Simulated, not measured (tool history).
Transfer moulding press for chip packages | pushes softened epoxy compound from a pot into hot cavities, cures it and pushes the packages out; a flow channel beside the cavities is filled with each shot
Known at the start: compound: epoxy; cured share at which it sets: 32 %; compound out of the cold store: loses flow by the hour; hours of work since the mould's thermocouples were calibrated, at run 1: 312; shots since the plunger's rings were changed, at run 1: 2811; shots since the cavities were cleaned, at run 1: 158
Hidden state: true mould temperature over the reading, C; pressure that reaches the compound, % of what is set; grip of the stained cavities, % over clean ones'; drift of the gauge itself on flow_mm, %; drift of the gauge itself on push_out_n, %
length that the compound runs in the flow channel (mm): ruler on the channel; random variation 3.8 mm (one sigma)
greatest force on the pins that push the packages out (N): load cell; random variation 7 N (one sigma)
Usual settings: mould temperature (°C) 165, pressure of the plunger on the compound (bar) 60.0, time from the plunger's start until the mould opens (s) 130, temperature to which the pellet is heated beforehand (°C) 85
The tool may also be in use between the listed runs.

run   hour  mould temperature (°C)  pressure of the plunger on the compound (bar)  time from the plunger's start until the mould opens (s)  temperature to which the pellet is heated beforehand (°C)  hours of work since the mould's thermocouples were calibrated  shots since the plunger's rings were changed  shots since the cavities were cleaned  incoming compound's hours out of the cold store  length that the compound runs in the flow channel (mm)  greatest force on the pins that push the packages out (N)
  1    0.0                     165                                           60.0                                                      130                                                         85                                                            312                                          2811                                    158                                             36.3                                                     594                                                        325
  2   17.2                     165                                           60.0                                                      130                                                         85                                                            324                                          2973                                    320                                             15.7                                                     646                                                        359
      30.5  -- cavities cleaned with cleaning compound and waxed
  3   35.6                     170                                           60.0                                                      130                                                         85                                                            335                                          3133                                     48                                             45.4                                                     565                                                        283
  4   49.6                     165                                           60.0                                                      130                                                         85                                                            345                                          3265                                    180                                             11.3                                                     662                                                        351
  5   61.7                     165                                           60.0                                                      130                                                         85                                                            353                                          3379                                    294                                             19.5                                                     637                                                        334
  6   72.9                     165                                           47.6                                                      130                                                         85                                                            361                                          3484                                    399                                             30.1                                                     547                                                        361
      77.8  -- cavities cleaned with cleaning compound and waxed
  7   87.4                     165                                           47.6                                                      130                                                         85                                                            370                                          3608                                     91                                             22.1                                                     570                                                        323
  8  100.5                     165                                           47.6                                                      130                                                         85                                                            379                                          3731                                    214                                             31.5                                                     537                                                        343
  9  118.0                     165                                           60.0                                                      130                                                         85                                                            391                                          3896                                    379                                             38.7                                                     594                                                        369
     124.9  -- cavities cleaned with cleaning compound and waxed
 10  129.2                     169                                           60.0                                                      130                                                         85                                                            398                                          3987                                     40                                              8.6                                                     660                                                        282
     138.5  -- plunger's sealing rings changed
 11  150.3                     169                                           60.0                                                      152                                                         85                                                            410                                           111                                    216                                             25.7                                                     627                                                        314
 12  167.7                     165                                           60.0                                                      130                                                         85                                                            422                                           275                                    380                                             29.7                                                     627                                                        362
     175.1  -- cavities cleaned with cleaning compound and waxed
 13  177.6                     165                                           65.2                                                      112                                                         85                                                            428                                           354                                     23                                             17.6                                                     686                                                        329
 14  192.0                     170                                           51.9                                                      130                                                         85                                                            438                                           490                                    159                                             44.0                                                     541                                                        305
 15  202.2                     163                                           53.8                                                      119                                                         80                                                            445                                           587                                    256                                             24.1                                                     606                                                        403
 16  212.1                     162                                           60.0                                                      132                                                         91                                                            452                                           680                                    349                                             14.4                                                     673                                                        397

Forecast run 17:
     215.9  -- mould's thermocouples calibrated
 17  222.1                     160                                           60.0                                                      132                                                         86                                                              4                                           755                                    424                                             25.1                                                       ?                                                          ?

length that the compound runs in the flow channel (mm): 651
greatest force on the pins that push the packages out (N): 425
Without the tool's hidden state the same run would have given length that the compound runs in the flow channel (mm) 658, greatest force on the pins that push the packages out (N) 333.
